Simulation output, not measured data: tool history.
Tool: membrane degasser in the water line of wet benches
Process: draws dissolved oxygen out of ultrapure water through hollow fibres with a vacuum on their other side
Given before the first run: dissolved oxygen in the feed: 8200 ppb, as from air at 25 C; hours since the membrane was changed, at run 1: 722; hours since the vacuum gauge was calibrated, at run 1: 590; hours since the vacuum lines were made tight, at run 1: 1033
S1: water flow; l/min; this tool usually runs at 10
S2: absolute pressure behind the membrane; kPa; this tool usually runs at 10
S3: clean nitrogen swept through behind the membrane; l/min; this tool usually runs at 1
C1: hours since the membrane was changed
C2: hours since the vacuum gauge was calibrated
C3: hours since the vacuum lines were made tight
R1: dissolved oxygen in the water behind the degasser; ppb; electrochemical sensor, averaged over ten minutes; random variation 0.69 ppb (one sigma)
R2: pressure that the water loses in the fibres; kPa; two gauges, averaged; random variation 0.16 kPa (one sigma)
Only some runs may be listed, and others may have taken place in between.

{"run": 1, "hour": 0.0, "S1": 10, "S2": 10, "S3": 1, "C1": 722, "C2": 590, "C3": 1033, "R1": 164, "R2": 42.39}
{"run": 2, "hour": 30.1, "S1": 10, "S2": 10, "S3": 1, "C1": 752, "C2": 620, "C3": 1063, "R1": 162.5, "R2": 42.65}
{"run": 3, "hour": 73.4, "S1": 10, "S2": 10, "S3": 1, "C1": 795, "C2": 663, "C3": 1106, "R1": 165.4, "R2": 42.55}
{"run": 4, "hour": 124.5, "S1": 10, "S2": 10, "S3": 1, "C1": 846, "C2": 714, "C3": 1157, "R1": 164, "R2": 42.5}
{"hour": 127.5, "done": "vacuum gauge calibrated"}
{"run": 5, "hour": 158.1, "S1": 10, "S2": 10, "S3": 1.05, "C1": 879, "C2": 31, "C3": 1190, "R1": 156.6, "R2": 42.45}
{"run": 6, "hour": 195.6, "S1": 10, "S2": 10, "S3": 1.05, "C1": 917, "C2": 68, "C3": 1228, "R1": 158.1, "R2": 42.53}
{"hour": 237.9, "done": "vacuum gauge calibrated, once more"}
{"run": 7, "hour": 249.1, "S1": 10, "S2": 10, "S3": 1.05, "C1": 970, "C2": 11, "C3": 1281, "R1": 153.5, "R2": 42.6}
{"run": 8, "hour": 284.4, "S1": 11, "S2": 17.9, "S3": 1, "C1": 1005, "C2": 47, "C3": 1316, "R1": 371.2, "R2": 47.12}
{"run": 9, "hour": 326.0, "S1": 10, "S2": 10.3, "S3": 1, "C1": 1047, "C2": 88, "C3": 1358, "R1": 167.6, "R2": 42.56}
{"run": 10, "hour": 357.0, "S1": 13, "S2": 8.3, "S3": 0.55, "C1": 1078, "C2": 119, "C3": 1389, "R1": 258.7, "R2": 55.19}
{"run": 11, "hour": 384.4, "S1": 13, "S2": 7.2, "S3": 1, "C1": 1105, "C2": 147, "C3": 1416, "R1": 125.9, "R2": 55.3}
{"run": 12, "hour": 435.0, "S1": 8, "S2": 13.4, "S3": 1.67, "C1": 1156, "C2": 197, "C3": 1467, "R1": 121.5, "R2": 34.02}

Alternative continuations, all from the tool just after run 12; predict every row:
{"run": "A", "hour": 484.0, "S1": 6, "S2": 21.3, "S3": 1.12, "C1": 1205, "C2": 246, "C3": 1516, "R1": "?", "R2": "?"}
{"run": "B", "hour": 484.0, "S1": 8, "S2": 9, "S3": 1.83, "C1": 1205, "C2": 246, "C3": 1516, "R1": "?", "R2": "?"}
{"run": "C", "hour": 484.0, "S1": 10, "S2": 10, "S3": 1.8, "C1": 1205, "C2": 246, "C3": 1516, "R1": "?", "R2": "?"}
{"run": "D", "hour": 484.0, "S1": 8, "S2": 13.4, "S3": 1.58, "C1": 1205, "C2": 246, "C3": 1516, "R1": "?", "R2": "?"}
{"run": "E", "hour": 484.0, "S1": 10, "S2": 10, "S3": 2.54, "C1": 1205, "C2": 246, "C3": 1516, "R1": "?", "R2": "?"}

run=A R1=236.5 R2=25.7
run=B R1=63.9 R2=34.17
run=C R1=94.1 R2=42.63
run=D R1=127.1 R2=33.99
run=E R1=67.8 R2=42.64
What these runs would have given with no unlogged condition in the tool:
run=A R1=231.5 R2=25.53
run=B R1=63.1 R2=33.94
run=C R1=93.2 R2=42.35
run=D R1=125.2 R2=33.77
run=E R1=67 R2=42.36
